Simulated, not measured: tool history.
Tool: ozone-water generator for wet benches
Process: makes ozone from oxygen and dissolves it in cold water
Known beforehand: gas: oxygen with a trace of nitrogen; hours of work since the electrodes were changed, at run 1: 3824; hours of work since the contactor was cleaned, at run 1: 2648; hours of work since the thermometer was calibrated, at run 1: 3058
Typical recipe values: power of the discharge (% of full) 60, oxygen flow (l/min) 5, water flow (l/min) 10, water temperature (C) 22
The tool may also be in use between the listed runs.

| run | hour | power of the discharge (% of full) | oxygen flow (l/min) | water flow (l/min) | water temperature (C) | hours of work since the electrodes were changed | hours of work since the contactor was cleaned | hours of work since the thermometer was calibrated | dissolved ozone (ppm) | ozone in the gas ahead of the water (g/m3) |
|---|---|---|---|---|---|---|---|---|---|---|
| 1 | 0 | 60 | 5 | 10 | 22 | 3824 | 2648 | 3058 | 24.4 | 155.1 |
|  | 94.5 | water thermometer calibrated |
| 2 | 155.8 | 60 | 3.79 | 10 | 22 | 3952 | 2776 | 51 | 24.6 | 179.5 |
| 3 | 282.2 | 60 | 3.79 | 10 | 22 | 4057 | 2880 | 155 | 24.9 | 177.7 |
| 4 | 392 | 68 | 3.79 | 10 | 22 | 4147 | 2971 | 246 | 27.4 | 193.8 |
| 5 | 480.1 | 68 | 3.79 | 10 | 22 | 4220 | 3044 | 318 | 27.4 | 195.6 |
| 6 | 634 | 60 | 5 | 10 | 18 | 4347 | 3171 | 445 | 26 | 154.2 |
| 7 | 750.2 | 60 | 6.6 | 10 | 18 | 4443 | 3267 | 541 | 25.4 | 135.9 |
| 8 | 882.3 | 60 | 6.6 | 10 | 18 | 4552 | 3376 | 650 | 24.9 | 135.3 |
| 9 | 1048.5 | 60 | 6.6 | 10 | 18 | 4689 | 3513 | 788 | 25.3 | 135.6 |
| 10 | 1143.3 | 60 | 5.8 | 10 | 22 | 4767 | 3591 | 866 | 23.5 | 144.5 |

What does the tool deliver on the next run?
| 11 | 1297.9 | 63 | 4.58 | 10 | 22 | 4895 | 3719 | 994 | ? | ? |

{"run 11": {"dissolved ozone (ppm)": 25, "ozone in the gas ahead of the water (g/m3)": 165.5}}
With no hidden state in the tool, this same run would have given dissolved ozone (ppm) 25, ozone in the gas ahead of the water (g/m3) 167.2.
